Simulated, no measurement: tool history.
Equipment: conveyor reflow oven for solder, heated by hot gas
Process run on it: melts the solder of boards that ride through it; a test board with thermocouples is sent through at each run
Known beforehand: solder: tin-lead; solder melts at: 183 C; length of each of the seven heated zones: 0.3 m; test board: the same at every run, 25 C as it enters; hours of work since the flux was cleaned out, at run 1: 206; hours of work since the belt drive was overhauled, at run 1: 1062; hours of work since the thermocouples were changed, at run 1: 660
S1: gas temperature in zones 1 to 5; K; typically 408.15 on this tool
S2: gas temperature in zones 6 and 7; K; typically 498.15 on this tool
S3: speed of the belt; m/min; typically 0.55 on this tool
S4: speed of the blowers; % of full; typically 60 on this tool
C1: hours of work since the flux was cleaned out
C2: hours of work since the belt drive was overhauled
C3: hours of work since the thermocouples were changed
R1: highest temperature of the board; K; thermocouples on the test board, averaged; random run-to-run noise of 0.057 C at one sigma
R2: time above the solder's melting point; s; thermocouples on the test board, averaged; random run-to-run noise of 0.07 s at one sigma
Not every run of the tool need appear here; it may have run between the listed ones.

| run | hour | S1 | S2 | S3 | S4 | C1 | C2 | C3 | R1 | R2 |
|---|---|---|---|---|---|---|---|---|---|---|
| 1 | 0 | 408.15 | 498.15 | 0.55 | 60 | 206 | 1062 | 660 | 481.77 | 41.68 |
| 2 | 38.4 | 408.15 | 498.15 | 0.55 | 60 | 226 | 1082 | 680 | 481.79 | 41.67 |
| 3 | 92.8 | 407.15 | 498.15 | 0.55 | 60 | 254 | 1110 | 709 | 481.46 | 41.23 |
| 4 | 117.8 | 408.15 | 498.15 | 0.546 | 60 | 267 | 1123 | 722 | 481.95 | 42.15 |
| 5 | 164.1 | 408.15 | 498.15 | 0.546 | 60 | 292 | 1147 | 746 | 481.96 | 42.12 |
| 6 | 214.4 | 408.15 | 498.15 | 0.546 | 60 | 318 | 1174 | 772 | 481.93 | 42.11 |
|  | 262.4 | flux residue cleaned out of gas plates and filters |
| 7 | 270.9 | 408.15 | 498.15 | 0.546 | 60 | 4 | 1201 | 799 | 481.28 | 41.54 |
| 8 | 303.2 | 408.15 | 498.15 | 0.546 | 60 | 21 | 1217 | 816 | 481.19 | 41.47 |
| 9 | 352.2 | 408.15 | 498.15 | 0.546 | 60 | 47 | 1243 | 842 | 481.14 | 41.35 |
|  | 358.4 | thermocouples of zones 6 and 7 changed |
| 10 | 378.8 | 408.15 | 498.15 | 0.546 | 60 | 60 | 1256 | 11 | 479.71 | 40.08 |
| 11 | 412 | 394.15 | 498.15 | 0.55 | 60 | 77 | 1273 | 28 | 476.48 | 32.59 |
| 12 | 450.5 | 394.15 | 498.15 | 0.55 | 60 | 97 | 1293 | 48 | 476.45 | 32.71 |
|  | 475.4 | belt drive overhauled, speed set with a stopwatch |
|  | 483.4 | flux residue cleaned out of gas plates and filters, once more |
| 13 | 485.5 | 394.15 | 494.15 | 0.55 | 60 | 1 | 3 | 62 | 474.81 | 31.02 |
| 14 | 509.9 | 394.15 | 494.15 | 0.55 | 60 | 14 | 15 | 74 | 474.83 | 30.93 |
| 15 | 541.3 | 408.15 | 498.15 | 0.595 | 60 | 30 | 32 | 91 | 478.36 | 34.69 |
| 16 | 596.3 | 404.15 | 511.15 | 0.595 | 53 | 59 | 61 | 120 | 485.26 | 38.63 |
| 17 | 620.4 | 421.15 | 506.15 | 0.55 | 63 | 72 | 73 | 132 | 491.15 | 52.64 |
| 18 | 660.4 | 421.15 | 506.15 | 0.55 | 63 | 93 | 94 | 153 | 491.16 | 52.67 |
| 19 | 692.1 | 408.15 | 492.15 | 0.55 | 60 | 109 | 111 | 170 | 475.8 | 35.67 |
| 20 | 736.1 | 408.15 | 492.15 | 0.472 | 60 | 132 | 134 | 193 | 480.09 | 48.08 |
| 21 | 769.3 | 408.15 | 492.15 | 0.472 | 60 | 149 | 151 | 210 | 480.12 | 48.2 |
| 22 | 817.5 | 395.15 | 492.15 | 0.646 | 60 | 175 | 176 | 235 | 467.21 | 17.09 |
| 23 | 855 | 395.15 | 492.15 | 0.449 | 58 | 194 | 196 | 255 | 478.97 | 45.53 |
| 24 | 905.3 | 395.15 | 492.15 | 0.449 | 58 | 221 | 222 | 281 | 478.98 | 45.36 |
| 25 | 953 | 395.15 | 492.15 | 0.449 | 58 | 245 | 247 | 306 | 479.03 | 45.14 |
| 26 | 989.2 | 408.15 | 510.15 | 0.569 | 60 | 264 | 266 | 325 | 489.72 | 45.53 |
| 27 | 1035.2 | 408.15 | 510.15 | 0.569 | 60 | 288 | 290 | 349 | 489.62 | 45.52 |
| 28 | 1061.8 | 408.15 | 510.15 | 0.569 | 60 | 302 | 304 | 363 | 489.66 | 45.5 |
| 29 | 1084.5 | 402.15 | 498.15 | 0.472 | 60 | 314 | 316 | 375 | 484.48 | 50.06 |
| 30 | 1114.4 | 402.15 | 498.15 | 0.472 | 60 | 330 | 331 | 390 | 484.4 | 50.07 |

Some steps in R1 between neighbouring runs. How much of each would the tool show without its hidden state too (settings, what came in, random variation), and how much is left for the hidden state, with any gauge scatter that isn't in both results?
Hidden state present: heat that the gas passes to the board, % of a clean oven's; belt's true speed, % of the reading; true gas temperature in zones 6 and 7 over the reading, C; drift of the gauge itself on peak_c, C; drift of the gauge itself on liquid_s, %.
Run 6 -> 7: flux residue cleaned out of gas plates and filters. R1 -0.65 K: hidden state -0.56, all else -0.09.
Run 9 -> 10: thermocouples of zones 6 and 7 changed. R1 -1.43 K: hidden state -1.57, all else +0.14.
Run 12 -> 13: S2 498.15 -> 494.15, belt drive overhauled, speed set with a stopwatch, flux residue cleaned out of gas plates and filters, once more. R1 -1.64 K: hidden state +1.83, all else -3.47.
Run 18 -> 19: S1 421.15 -> 408.15, S2 506.15 -> 492.15, S4 63 -> 60. R1 -15.36 K: hidden state -0.02, all else -15.34.
Run 21 -> 22: S1 408.15 -> 395.15, S3 0.472 -> 0.646. R1 -12.91 K: hidden state -0.32, all else -12.59.
Run 22 -> 23: S3 0.646 -> 0.449, S4 60 -> 58. R1 +11.76 K: hidden state +0.28, all else +11.48.
